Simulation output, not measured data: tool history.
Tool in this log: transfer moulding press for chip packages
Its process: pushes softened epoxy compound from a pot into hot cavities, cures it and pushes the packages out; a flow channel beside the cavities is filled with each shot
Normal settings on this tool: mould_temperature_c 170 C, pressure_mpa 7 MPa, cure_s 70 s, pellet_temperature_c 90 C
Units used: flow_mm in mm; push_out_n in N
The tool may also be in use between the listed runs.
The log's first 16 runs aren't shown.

run,hour,mould_temperature_c,pressure_mpa,cure_s,pellet_temperature_c,incoming compound's hours out of the cold store,flow_mm,push_out_n
17,218.8,169,7.09,72,91,20.1,922,204
18,227.2,165,7,75,90,16.6,955,216
# hour 236.5: cavities cleaned with cleaning compound and waxed
19,239.7,167,5.77,79,90,25,795,195
20,259,170,7,63,82,35.7,823,234
21,278.4,170,7,63,82,45.7,787,223
22,287.8,170,7,63,82,15.6,943,236
23,300.5,170,5.7,51,90,20.2,819,359
24,315.5,170,5.7,51,90,46.1,689,318
25,331.7,169,5.88,70,87,27,795,198
26,342.1,170,5.72,70,90,29.9,768,199
27,350.6,170,5.72,70,90,18.9,828,194
28,362.8,170,5.72,70,90,35,745,186
# hour 365.9: cavities cleaned with cleaning compound and waxed
29,372.6,162,7.95,102,90,32.2,920,202
30,387.3,162,7.95,102,90,22.1,971,196

3 options for the next run, each taken on its own from the tool as it stands now. Forecast them:
A,397,170,5.33,70,89,46.9,?,?
B,397,170,7,81,90,41,?,?
C,397,170,7.93,51,87,34.4,?,?

run,flow_mm,push_out_n
A,667,194
B,789,187
C,877,325
Take away the tool's hidden state, keep each run's random variation, and the runs would have read:
run,flow_mm,push_out_n
A,667,193
B,790,186
C,878,324

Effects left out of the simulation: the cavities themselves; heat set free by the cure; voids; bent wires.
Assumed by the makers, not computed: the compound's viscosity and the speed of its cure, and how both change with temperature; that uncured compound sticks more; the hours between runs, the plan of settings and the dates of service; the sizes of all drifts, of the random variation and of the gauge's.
